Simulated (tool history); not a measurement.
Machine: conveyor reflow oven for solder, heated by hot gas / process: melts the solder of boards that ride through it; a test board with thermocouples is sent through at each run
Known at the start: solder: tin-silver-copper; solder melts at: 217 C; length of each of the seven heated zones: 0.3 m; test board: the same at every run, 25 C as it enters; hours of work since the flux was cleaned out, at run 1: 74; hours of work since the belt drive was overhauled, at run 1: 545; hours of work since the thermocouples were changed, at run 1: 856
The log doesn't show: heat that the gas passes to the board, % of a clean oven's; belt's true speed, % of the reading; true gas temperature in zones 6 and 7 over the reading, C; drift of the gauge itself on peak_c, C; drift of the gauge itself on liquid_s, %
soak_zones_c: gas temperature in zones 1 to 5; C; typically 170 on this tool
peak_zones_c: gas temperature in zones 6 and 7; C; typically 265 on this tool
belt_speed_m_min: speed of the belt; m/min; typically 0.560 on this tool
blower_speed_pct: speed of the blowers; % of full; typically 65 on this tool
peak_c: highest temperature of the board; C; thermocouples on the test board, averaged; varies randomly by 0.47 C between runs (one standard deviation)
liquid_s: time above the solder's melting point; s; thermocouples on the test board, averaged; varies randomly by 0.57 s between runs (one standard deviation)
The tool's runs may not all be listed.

run,hour,soak_zones_c,peak_zones_c,belt_speed_m_min,blower_speed_pct,hours of work since the flux was cleaned out,hours of work since the belt drive was overhauled,hours of work since the thermocouples were changed,peak_c,liquid_s
1,0.0,170,265,0.560,65,74,545,856,250.8,47.1
2,16.1,170,265,0.560,65,85,555,867,251.5,46.5
3,37.4,170,263,0.560,65,99,570,881,249.0,44.7
4,63.9,170,263,0.560,65,117,587,899,249.1,46.7
5,79.5,170,263,0.581,65,127,598,909,249.0,42.4
6,112.6,170,263,0.581,65,149,620,932,247.7,43.1
7,127.5,170,263,0.581,65,159,630,941,247.4,42.4
8,152.0,170,265,0.450,65,176,646,958,257.6,63.9
9,174.2,170,265,0.450,65,190,661,973,257.5,64.3

Predict the results of run 10:
10,196.4,184,265,0.450,65,205,676,988,?,?

{"run 10": {"peak_c": 258.8, "liquid_s": 70.5}}
Minus the tool's unlogged condition, the same run would have read peak_c 256.2 C, liquid_s 67.9 s.

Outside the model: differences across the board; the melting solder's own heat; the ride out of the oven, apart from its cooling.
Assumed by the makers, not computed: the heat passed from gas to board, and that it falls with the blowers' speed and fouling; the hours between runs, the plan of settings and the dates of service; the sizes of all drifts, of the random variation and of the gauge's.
